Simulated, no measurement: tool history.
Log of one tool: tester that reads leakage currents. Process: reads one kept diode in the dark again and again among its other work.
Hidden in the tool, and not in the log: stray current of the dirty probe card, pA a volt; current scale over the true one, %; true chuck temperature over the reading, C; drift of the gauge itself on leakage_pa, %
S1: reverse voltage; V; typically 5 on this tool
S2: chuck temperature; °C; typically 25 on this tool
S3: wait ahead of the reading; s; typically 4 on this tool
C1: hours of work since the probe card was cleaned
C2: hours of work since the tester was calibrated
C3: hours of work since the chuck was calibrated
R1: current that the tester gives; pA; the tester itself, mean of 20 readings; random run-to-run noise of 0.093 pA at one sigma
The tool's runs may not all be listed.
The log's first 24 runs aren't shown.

| run | day | S1 | S2 | S3 | C1 | C2 | C3 | R1 |
|---|---|---|---|---|---|---|---|---|
| 25 | 53.825 | 1.09 | 57 | 4 | 717 | 1764 | 1045 | 211.32 |
| 26 | 55.662 | 5 | 25 | 4 | 735 | 1782 | 1063 | 26.86 |
| 27 | 58.667 | 14.88 | 25 | 0.48 | 764 | 1812 | 1093 | 52.54 |
| 28 | 61.775 | 14.88 | 25 | 0.48 | 795 | 1843 | 1124 | 52.84 |
| 29 | 63.233 | 1.33 | 25 | 1.42 | 810 | 1857 | 1138 | 16.54 |
| 30 | 65.829 | 1.33 | 31 | 9.83 | 835 | 1883 | 1164 | 27.38 |
| 31 | 67.7 | 7.93 | 21 | 4 | 854 | 1902 | 1182 | 24.9 |
| 32 | 69.762 | 1.84 | 21 | 1.19 | 874 | 1922 | 1203 | 13.51 |
| 33 | 72.838 | 1.84 | 22 | 6.79 | 905 | 1953 | 1233 | 14.23 |
| 34 | 75.542 | 13.83 | 25 | 0.3 | 932 | 1979 | 1260 | 57.72 |
| 35 | 76.996 | 13.83 | 25 | 0.3 | 946 | 1994 | 1275 | 57.56 |
| 36 | 78.892 | 13.83 | 25 | 0.3 | 965 | 2013 | 1293 | 57.59 |
| 37 | 80.742 | 13.83 | 25 | 0.3 | 983 | 2031 | 1312 | 58.02 |
| 38 | 83.704 | 5 | 25 | 7.18 | 1012 | 2060 | 1341 | 27.35 |

The next listed run, before its measurement:
| 39 | 86.35 | 5 | 40 | 0.53 | 1039 | 2086 | 1367 | ? |

R1: 92.55 pA
With no hidden state in the tool, this same run would have given R1 98.81 pA.
